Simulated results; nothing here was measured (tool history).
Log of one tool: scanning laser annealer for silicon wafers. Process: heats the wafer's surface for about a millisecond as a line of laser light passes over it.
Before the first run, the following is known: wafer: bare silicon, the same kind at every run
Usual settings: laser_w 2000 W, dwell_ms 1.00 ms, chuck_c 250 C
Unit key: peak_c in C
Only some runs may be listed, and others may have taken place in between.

{"run": 1, "day": 0.0, "laser_w": 2000, "dwell_ms": 1.0, "chuck_c": 250, "peak_c": 995}
{"run": 2, "day": 0.546, "laser_w": 2000, "dwell_ms": 1.0, "chuck_c": 250, "peak_c": 999}
{"run": 3, "day": 1.138, "laser_w": 2000, "dwell_ms": 1.0, "chuck_c": 250, "peak_c": 997}
{"run": 4, "day": 1.896, "laser_w": 2000, "dwell_ms": 1.0, "chuck_c": 250, "peak_c": 996}
{"run": 5, "day": 2.654, "laser_w": 2000, "dwell_ms": 1.0, "chuck_c": 250, "peak_c": 997}
{"run": 6, "day": 3.296, "laser_w": 1990, "dwell_ms": 1.0, "chuck_c": 250, "peak_c": 993}
{"run": 7, "day": 4.021, "laser_w": 1996, "dwell_ms": 1.0, "chuck_c": 250, "peak_c": 994}
{"run": 8, "day": 4.396, "laser_w": 1996, "dwell_ms": 1.0, "chuck_c": 250, "peak_c": 994}
{"run": 9, "day": 5.104, "laser_w": 2086, "dwell_ms": 0.98, "chuck_c": 289, "peak_c": 1067}
{"day": 5.567, "done": "window over the wafer cleaned"}
{"run": 10, "day": 5.842, "laser_w": 2136, "dwell_ms": 1.14, "chuck_c": 289, "peak_c": 1160}
{"run": 11, "day": 6.488, "laser_w": 2000, "dwell_ms": 0.73, "chuck_c": 258, "peak_c": 884}
{"run": 12, "day": 7.038, "laser_w": 2000, "dwell_ms": 0.73, "chuck_c": 258, "peak_c": 886}
{"run": 13, "day": 7.471, "laser_w": 2000, "dwell_ms": 0.73, "chuck_c": 258, "peak_c": 883}
{"run": 14, "day": 8.054, "laser_w": 1997, "dwell_ms": 0.77, "chuck_c": 282, "peak_c": 921}

Forecast each of these 3 alternatives for the next run:
{"run": "A", "day": 8.454, "laser_w": 1918, "dwell_ms": 0.87, "chuck_c": 290, "peak_c": "?"}
{"run": "B", "day": 8.454, "laser_w": 2000, "dwell_ms": 1.18, "chuck_c": 260, "peak_c": "?"}
{"run": "C", "day": 8.454, "laser_w": 1997, "dwell_ms": 0.87, "chuck_c": 223, "peak_c": "?"}

run=A peak_c=949
run=B peak_c=1083
run=C peak_c=916
With the hidden condition removed and each run's random variation left untouched, the same runs would have given:
run=A peak_c=949
run=B peak_c=1084
run=C peak_c=917
